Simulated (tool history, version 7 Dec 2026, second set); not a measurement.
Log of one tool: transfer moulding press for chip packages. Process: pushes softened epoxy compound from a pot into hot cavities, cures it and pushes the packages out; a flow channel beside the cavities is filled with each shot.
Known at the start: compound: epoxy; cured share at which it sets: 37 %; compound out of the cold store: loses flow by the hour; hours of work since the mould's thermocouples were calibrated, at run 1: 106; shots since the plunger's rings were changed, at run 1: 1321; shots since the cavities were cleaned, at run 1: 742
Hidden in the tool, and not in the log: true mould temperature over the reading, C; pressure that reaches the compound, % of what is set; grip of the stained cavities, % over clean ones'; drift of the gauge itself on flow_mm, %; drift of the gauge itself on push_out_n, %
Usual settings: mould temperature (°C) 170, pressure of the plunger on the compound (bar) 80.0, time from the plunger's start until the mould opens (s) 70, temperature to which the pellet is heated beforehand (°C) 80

run    hour  mould temperature (°C)  pressure of the plunger on the compound (bar)  time from the plunger's start until the mould opens (s)  temperature to which the pellet is heated beforehand (°C)  hours of work since the mould's thermocouples were calibrated  shots since the plunger's rings were changed  shots since the cavities were cleaned  incoming compound's hours out of the cold store  length that the compound runs in the flow channel (mm)  greatest force on the pins that push the packages out (N)
  1     0.0                     170                                           80.0                                                       70                                                         80                                                            106                                          1321                                    742                                             44.8                                                     699                                                        929
       35.8  -- cavities cleaned with cleaning compound and waxed
  2    50.3                     170                                           80.0                                                       70                                                         80                                                            133                                          2021                                    207                                             19.4                                                     791                                                        825
       92.2  -- plunger's sealing rings changed
  3    98.8                     170                                           80.0                                                       70                                                         80                                                            158                                            95                                    869                                             39.5                                                     728                                                        983
      122.1  -- cavities cleaned with cleaning compound and waxed
  4   159.0                     170                                           80.0                                                       70                                                         80                                                            190                                           938                                    530                                             27.9                                                     766                                                        942
      206.1  -- cavities cleaned with cleaning compound and waxed
  5   206.1                     170                                           80.0                                                       70                                                         80                                                            216                                          1593                                      1                                             46.4                                                     694                                                        447
  6   265.8                     170                                           80.0                                                       70                                                         80                                                            248                                          2449                                    857                                             35.0                                                     726                                                        987
      276.6  -- plunger's sealing rings changed
      295.2  -- cavities cleaned with cleaning compound and waxed
  7   305.5                     170                                           80.0                                                       70                                                         80                                                            268                                           394                                    148                                             19.5                                                     801                                                        762
  8   358.1                     170                                           80.0                                                       70                                                         80                                                            297                                          1148                                    902                                             35.2                                                     733                                                       1036
      379.7  -- cavities cleaned with cleaning compound and waxed
  9   416.0                     171                                           80.0                                                       70                                                         80                                                            328                                          1959                                    522                                             22.3                                                     776                                                        917
      426.3  -- mould's thermocouples calibrated
 10   449.5                     171                                           80.0                                                       70                                                         80                                                             13                                          2410                                    973                                             45.2                                                     689                                                        925
      464.6  -- plunger's sealing rings changed
      469.4  -- cavities cleaned with cleaning compound and waxed
 11   499.4                     170                                           80.0                                                       67                                                         80                                                             38                                           479                                    431                                             22.3                                                     790                                                       1003
 12   529.9                     168                                           80.0                                                       70                                                         80                                                             55                                           916                                    868                                             47.9                                                     694                                                       1079
      552.7  -- cavities cleaned with cleaning compound and waxed
 13   588.6                     170                                           99.0                                                       70                                                         80                                                             86                                          1738                                    517                                             36.9                                                     806                                                        951
 14   615.6                     165                                           80.0                                                       62                                                         70                                                            101                                          2126                                    905                                             44.1                                                     703                                                       1968
      639.4  -- cavities cleaned with cleaning compound and waxed
      649.8  -- plunger's sealing rings changed
 15   656.6                     177                                           80.0                                                       70                                                         86                                                            121                                            98                                    211                                             31.6                                                     747                                                        485
 16   706.7                     177                                           80.0                                                       70                                                         86                                                            149                                           818                                    931                                             26.0                                                     765                                                        688
      727.0  -- cavities cleaned with cleaning compound and waxed
 17   773.2                     170                                           61.4                                                       75                                                         88                                                            185                                          1751                                    663                                             46.8                                                     605                                                        754
      812.1  -- cavities cleaned with cleaning compound and waxed
 18   812.7                     176                                           78.9                                                       70                                                         80                                                            205                                          2296                                      9                                             44.9                                                     682                                                        361
      833.3  -- plunger's sealing rings changed
 19   873.8                     176                                           78.9                                                       70                                                         80                                                            238                                           581                                    850                                             28.7                                                     751                                                        733
      899.4  -- cavities cleaned with cleaning compound and waxed
 20   931.4                     172                                           64.4                                                       70                                                         73                                                            269                                          1387                                    459                                             31.3                                                     669                                                        846
 21   963.8                     172                                           64.4                                                       96                                                         73                                                            286                                          1852                                    924                                             43.1                                                     627                                                        601
      983.0  -- cavities cleaned with cleaning compound and waxed
 22  1001.6                     170                                           80.0                                                       79                                                         80                                                            306                                          2373                                    266                                             45.9                                                     687                                                        569
     1020.0  -- plunger's sealing rings changed
     1055.7  -- mould's thermocouples calibrated
 23  1065.5                     169                                           91.8                                                       65                                                         85                                                              5                                           625                                   1120                                             36.1                                                     790                                                       1284
     1072.9  -- cavities cleaned with cleaning compound and waxed
 24  1130.0                     176                                           80.0                                                       93                                                         82                                                             40                                          1529                                    819                                             13.4                                                     809                                                        588
     1159.2  -- cavities cleaned with cleaning compound and waxed
 25  1162.4                     176                                           80.0                                                       93                                                         82                                                             57                                          1972                                     45                                             26.3                                                     753                                                        301
     1208.2  -- plunger's sealing rings changed
 26  1218.4                     176                                           80.0                                                       93                                                         82                                                             86                                           145                                    813                                             29.3                                                     756                                                        548

3 ways to go on from here, each from the tool as it stands after run 26. What would each give?
     1245.6  -- cavities cleaned with cleaning compound and waxed
  A  1263.4                     170                                           80.0                                                       70                                                         85                                                            110                                           770                                    255                                             21.7                                                       ?                                                          ?
     1245.6  -- cavities cleaned with cleaning compound and waxed
  B  1263.4                     170                                           67.6                                                       70                                                         70                                                            110                                           770                                    255                                             25.2                                                       ?                                                          ?
     1245.6  -- cavities cleaned with cleaning compound and waxed
  C  1263.4                     163                                           80.0                                                       58                                                         78                                                            110                                           770                                    255                                             23.0                                                       ?                                                          ?

run  length that the compound runs in the flow channel (mm)  greatest force on the pins that push the packages out (N)
  A                                                     790                                                        776
  B                                                     715                                                        815
  C                                                     799                                                       1774
Without the tool's hidden state the same runs would have given:
run  length that the compound runs in the flow channel (mm)  greatest force on the pins that push the packages out (N)
  A                                                     797                                                        462
  B                                                     721                                                        481
  C                                                     806                                                       1056
